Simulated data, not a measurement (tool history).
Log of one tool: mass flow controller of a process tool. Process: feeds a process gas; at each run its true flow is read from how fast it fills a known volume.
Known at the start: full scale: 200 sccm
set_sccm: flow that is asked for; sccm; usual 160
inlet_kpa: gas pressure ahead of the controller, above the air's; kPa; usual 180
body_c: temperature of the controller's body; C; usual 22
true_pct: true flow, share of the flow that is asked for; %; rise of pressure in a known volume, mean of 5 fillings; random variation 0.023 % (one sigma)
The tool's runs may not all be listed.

run 1 day=0.000 | set_sccm=160 inlet_kpa=180 body_c=22 | true_pct=99.61
run 2 day=2.483 | set_sccm=160 inlet_kpa=180 body_c=25 | true_pct=99.94
run 3 day=6.617 | set_sccm=160 inlet_kpa=180 body_c=25 | true_pct=100.01
run 4 day=9.729 | set_sccm=160 inlet_kpa=180 body_c=25 | true_pct=99.96
run 5 day=13.904 | set_sccm=160 inlet_kpa=180 body_c=25 | true_pct=99.99
run 6 day=17.788 | set_sccm=160 inlet_kpa=180 body_c=25 | true_pct=99.95
run 7 day=21.921 | set_sccm=160 inlet_kpa=180 body_c=25 | true_pct=99.96
run 8 day=24.396 | set_sccm=160 inlet_kpa=180 body_c=25 | true_pct=99.94
run 9 day=26.946 | set_sccm=160 inlet_kpa=180 body_c=25 | true_pct=99.96
run 10 day=29.779 | set_sccm=90 inlet_kpa=226 body_c=29 | true_pct=100.07
run 11 day=32.400 | set_sccm=90 inlet_kpa=226 body_c=29 | true_pct=100.12
run 12 day=35.021 | set_sccm=31 inlet_kpa=257 body_c=22 | true_pct=98.95

Run 13 comes next. What will it give?
run 13 day=37.654 | set_sccm=25 inlet_kpa=236 body_c=22 | true_pct=?

{"run 13": {"true_pct": 99.04}}
Without the tool's hidden state the same run would have given true_pct 99.03 %.
